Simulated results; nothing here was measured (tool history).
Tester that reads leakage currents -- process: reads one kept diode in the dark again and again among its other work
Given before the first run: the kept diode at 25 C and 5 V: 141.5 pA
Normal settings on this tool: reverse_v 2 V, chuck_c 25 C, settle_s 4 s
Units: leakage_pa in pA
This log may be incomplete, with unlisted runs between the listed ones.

| run | hour | reverse_v | chuck_c | settle_s | leakage_pa |
|---|---|---|---|---|---|
| 1 | 0 | 2 | 25 | 4 | 84.42 |
| 2 | 134.5 | 2 | 25 | 4 | 84.22 |
|  | 191.5 | chuck's temperature calibrated |
| 3 | 205.2 | 2 | 29 | 4 | 117.57 |
| 4 | 332 | 2 | 25 | 4 | 85.54 |
| 5 | 410.1 | 15.34 | 25 | 4 | 252.68 |
| 6 | 480.3 | 15.34 | 25 | 4 | 253.26 |
|  | 511.7 | tester calibrated |
| 7 | 550.4 | 15.34 | 25 | 4 | 256.86 |
| 8 | 667.7 | 15.34 | 25 | 4 | 256.89 |
| 9 | 763.9 | 1.47 | 25 | 4 | 73.88 |
| 10 | 847.5 | 1.47 | 25 | 4 | 73.71 |
| 11 | 968.9 | 2 | 25 | 0.89 | 87.19 |
| 12 | 1050.8 | 2 | 25 | 0.89 | 87.04 |
| 13 | 1105.7 | 2 | 25 | 0.89 | 86.79 |
| 14 | 1240.3 | 2 | 25 | 4 | 85.66 |
| 15 | 1371.4 | 2 | 56 | 4 | 767.26 |
| 16 | 1461.1 | 2 | 25 | 4 | 85.26 |
| 17 | 1530.4 | 2 | 25 | 4 | 85.13 |
| 18 | 1598.7 | 2 | 25 | 1.42 | 85.53 |
| 19 | 1724 | 2 | 25 | 1.42 | 85.34 |
| 20 | 1845.1 | 2 | 25 | 1.42 | 85.79 |
| 21 | 1943.4 | 2 | 25 | 1.42 | 84.75 |
| 22 | 2024 | 8.37 | 32 | 6.07 | 309.41 |
| 23 | 2142.8 | 8.37 | 32 | 1.54 | 310.18 |
| 24 | 2239.2 | 2 | 49 | 1.3 | 477.41 |
| 25 | 2300.2 | 2 | 49 | 1.3 | 475.2 |
| 26 | 2381.3 | 12.09 | 60 | 1.3 | 2517.59 |
| 27 | 2482.7 | 5.06 | 38 | 6.25 | 361.76 |
| 28 | 2555.3 | 5.06 | 38 | 6.25 | 361.8 |
|  | 2583.7 | chuck's temperature calibrated |
| 29 | 2632.9 | 9.23 | 20 | 3.3 | 133.2 |
| 30 | 2732.6 | 1.21 | 20 | 3.36 | 44.32 |
| 31 | 2793.5 | 1.21 | 20 | 3.36 | 44.26 |
| 32 | 2848.9 | 14.66 | 49 | 0.44 | 1394.88 |
| 33 | 2934.5 | 1.92 | 22 | 3.03 | 66.4 |
| 34 | 3011.7 | 2 | 25 | 1.7 | 85.23 |
| 35 | 3066.5 | 14.77 | 25 | 4 | 250.85 |
| 36 | 3189 | 14.77 | 25 | 4 | 249.48 |
| 37 | 3289.6 | 18.54 | 24 | 4.81 | 260.53 |
| 38 | 3385.1 | 16.88 | 32 | 0.35 | 466.13 |
| 39 | 3468.3 | 4.71 | 32 | 0.35 | 231.53 |
| 40 | 3536.9 | 4.71 | 32 | 0.35 | 231.1 |

Branching from run 40: 3 alternative next runs. What would each branch give?
| A | 3635.1 | 8.06 | 55 | 0.72 | ? |
| B | 3635.1 | 2 | 38 | 4 | ? |
| C | 3635.1 | 2.77 | 22 | 0.35 | ? |

| run | leakage_pa |
|---|---|
| A | 1483.31 |
| B | 222.67 |
| C | 81.98 |
What these runs would have given with no unlogged condition in the tool:
| run | leakage_pa |
|---|---|
| A | 1542.03 |
| B | 231.84 |
| C | 84.5 |

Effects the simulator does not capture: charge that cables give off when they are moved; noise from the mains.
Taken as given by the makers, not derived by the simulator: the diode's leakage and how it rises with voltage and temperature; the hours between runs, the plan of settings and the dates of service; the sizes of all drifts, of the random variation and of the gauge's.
